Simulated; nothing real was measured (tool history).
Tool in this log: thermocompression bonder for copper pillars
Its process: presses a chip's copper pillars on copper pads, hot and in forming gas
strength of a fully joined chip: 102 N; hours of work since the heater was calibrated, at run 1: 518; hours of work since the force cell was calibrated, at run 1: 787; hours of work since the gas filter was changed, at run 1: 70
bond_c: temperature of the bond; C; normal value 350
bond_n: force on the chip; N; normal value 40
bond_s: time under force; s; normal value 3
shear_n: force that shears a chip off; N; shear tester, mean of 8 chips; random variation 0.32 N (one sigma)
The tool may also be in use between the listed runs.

run   hour  bond_c  bond_n  bond_s  hours of work since the heater was calibrated  hours of work since the force cell was calibrated  hours of work since the gas filter was changed  shear_n
  1      0     350      40       3                                            518                                                787                                              70     34.9
  2   35.5     350      40       3                                            533                                                803                                              86     34.6
  3   58.6     350      40       3                                            544                                                813                                              97     34.5
  4   90.2     350      40       3                                            558                                                827                                             111     34.4
  5    131     350      40       3                                            576                                                845                                             129     34.1
  6  181.3     350      40       3                                            599                                                868                                             152     33.8

Predict the results of run 7:
  7  224.8     363      40       3                                            618                                                887                                             171        ?

{"run 7": {"shear_n": 37.8}}
With no hidden state in the tool, this same run would have given shear_n 42 N.
